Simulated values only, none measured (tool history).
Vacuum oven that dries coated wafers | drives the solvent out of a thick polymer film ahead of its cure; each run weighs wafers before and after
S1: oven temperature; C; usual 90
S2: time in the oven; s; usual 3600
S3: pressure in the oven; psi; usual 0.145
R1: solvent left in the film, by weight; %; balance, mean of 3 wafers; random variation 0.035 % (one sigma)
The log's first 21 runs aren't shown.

| run | day | S1 | S2 | S3 | R1 |
|---|---|---|---|---|---|
| 22 | 34.208 | 98 | 3600 | 0.145 | 0.98 |
| 23 | 35.504 | 98 | 3600 | 0.145 | 1.02 |
| 24 | 36.592 | 98 | 3600 | 0.174 | 1.18 |
| 25 | 38.542 | 90 | 5760 | 0.453 | 3.39 |
| 26 | 39.662 | 85 | 2160 | 0.342 | 6.34 |
| 27 | 41.971 | 90 | 3360 | 0.181 | 2.22 |
| 28 | 43.471 | 90 | 3480 | 0.516 | 4.35 |
| 29 | 45.500 | 77 | 3480 | 0.145 | 4.89 |
| 30 | 46.792 | 89 | 4560 | 0.296 | 2.57 |
| 31 | 48.167 | 83 | 6180 | 0.573 | 5.71 |
|  | 48.638 | oven's thermocouples calibrated |
| 32 | 50.338 | 97 | 4920 | 0.573 | 3.48 |
| 33 | 51.996 | 97 | 4920 | 0.573 | 3.42 |
| 34 | 54.262 | 97 | 4920 | 0.573 | 3.50 |

3 ways to go on from here, each from the tool as it stands after run 34. What would each give?
| A | 56.150 | 83 | 6480 | 0.354 | ? |
| B | 56.150 | 87 | 3180 | 0.216 | ? |
| C | 56.150 | 94 | 2880 | 0.286 | ? |

| run | R1 |
|---|---|
| A | 4.03 |
| B | 3.53 |
| C | 2.73 |
Without the tool's hidden state the same runs would have given:
| run | R1 |
|---|---|
| A | 3.85 |
| B | 3.43 |
| C | 2.64 |
